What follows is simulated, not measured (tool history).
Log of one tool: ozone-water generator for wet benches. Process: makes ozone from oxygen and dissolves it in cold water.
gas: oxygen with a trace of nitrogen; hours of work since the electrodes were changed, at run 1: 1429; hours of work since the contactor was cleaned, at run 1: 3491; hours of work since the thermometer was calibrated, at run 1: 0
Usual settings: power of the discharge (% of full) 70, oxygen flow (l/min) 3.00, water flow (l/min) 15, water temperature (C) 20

| run | hour | power of the discharge (% of full) | oxygen flow (l/min) | water flow (l/min) | water temperature (C) | hours of work since the electrodes were changed | hours of work since the contactor was cleaned | hours of work since the thermometer was calibrated | dissolved ozone (ppm) | ozone in the gas ahead of the water (g/m3) |
|---|---|---|---|---|---|---|---|---|---|---|
| 1 | 0.0 | 70 | 3.00 | 15 | 20 | 1429 | 3491 | 0 | 18.5 | 208.8 |
| 2 | 42.1 | 70 | 3.00 | 11 | 20 | 1468 | 3530 | 40 | 23.6 | 203.5 |
| 3 | 89.7 | 70 | 4.24 | 15 | 20 | 1513 | 3575 | 85 | 17.7 | 161.8 |
| 4 | 119.8 | 70 | 4.24 | 15 | 20 | 1542 | 3604 | 113 | 17.7 | 161.9 |
| 5 | 159.5 | 70 | 3.00 | 15 | 25 | 1579 | 3641 | 151 | 17.3 | 205.6 |
| 6 | 189.1 | 70 | 3.00 | 15 | 25 | 1607 | 3669 | 179 | 17.2 | 206.2 |
| 7 | 217.8 | 70 | 3.00 | 15 | 25 | 1635 | 3697 | 206 | 16.8 | 206.9 |
| 8 | 248.4 | 70 | 3.00 | 15 | 25 | 1664 | 3726 | 235 | 17.3 | 205.7 |
| 9 | 282.1 | 70 | 3.00 | 15 | 25 | 1695 | 3757 | 267 | 17.1 | 205.3 |
| 10 | 316.7 | 70 | 3.00 | 15 | 25 | 1728 | 3790 | 299 | 17.2 | 203.9 |
| 11 | 349.0 | 70 | 3.61 | 15 | 21 | 1759 | 3821 | 330 | 17.6 | 181.4 |
| 12 | 369.1 | 70 | 3.61 | 15 | 21 | 1778 | 3840 | 349 | 17.7 | 182.7 |
| 13 | 406.4 | 70 | 3.61 | 15 | 21 | 1813 | 3875 | 384 | 17.7 | 180.8 |
| 14 | 428.4 | 70 | 3.61 | 10 | 19 | 1834 | 3896 | 405 | 24.3 | 181.6 |
| 15 | 453.8 | 70 | 3.00 | 12 | 19 | 1858 | 3920 | 429 | 22.3 | 203.4 |
| 16 | 475.9 | 70 | 3.00 | 12 | 19 | 1879 | 3941 | 450 | 22.4 | 204.8 |
| 17 | 515.9 | 70 | 2.26 | 10 | 25 | 1917 | 3979 | 488 | 24.1 | 247.9 |
| 18 | 562.9 | 50 | 2.31 | 10 | 25 | 1961 | 4023 | 532 | 19.0 | 190.9 |

Measured less the same run without the tool's hidden state. The same run-to-run variation is in both; the gauge's scatter may not be:
The hidden state here: yield of the discharge, % of new electrodes'; contactor's efficiency, % of a clean one's; true water temperature over the reading, C; drift of the gauge itself on ozone_ppm, %; drift of the gauge itself on gas_g_m3, %.
| run | dissolved ozone (ppm) | ozone in the gas ahead of the water (g/m3) |
|---|---|---|
| 1 | -0.8 | -3.0 |
| 2 | -0.9 | -3.0 |
| 3 | -0.8 | -2.5 |
| 4 | -0.9 | -2.6 |
| 5 | -0.8 | -3.4 |
| 6 | -0.8 | -3.5 |
| 7 | -0.8 | -3.5 |
| 8 | -0.8 | -3.7 |
| 9 | -0.9 | -3.7 |
| 10 | -0.9 | -3.8 |
| 11 | -0.9 | -3.4 |
| 12 | -1.0 | -3.5 |
| 13 | -1.0 | -3.6 |
| 14 | -1.1 | -3.6 |
| 15 | -1.2 | -4.2 |
| 16 | -1.2 | -4.2 |
| 17 | -1.2 | -5.4 |
| 18 | -0.9 | -3.2 |

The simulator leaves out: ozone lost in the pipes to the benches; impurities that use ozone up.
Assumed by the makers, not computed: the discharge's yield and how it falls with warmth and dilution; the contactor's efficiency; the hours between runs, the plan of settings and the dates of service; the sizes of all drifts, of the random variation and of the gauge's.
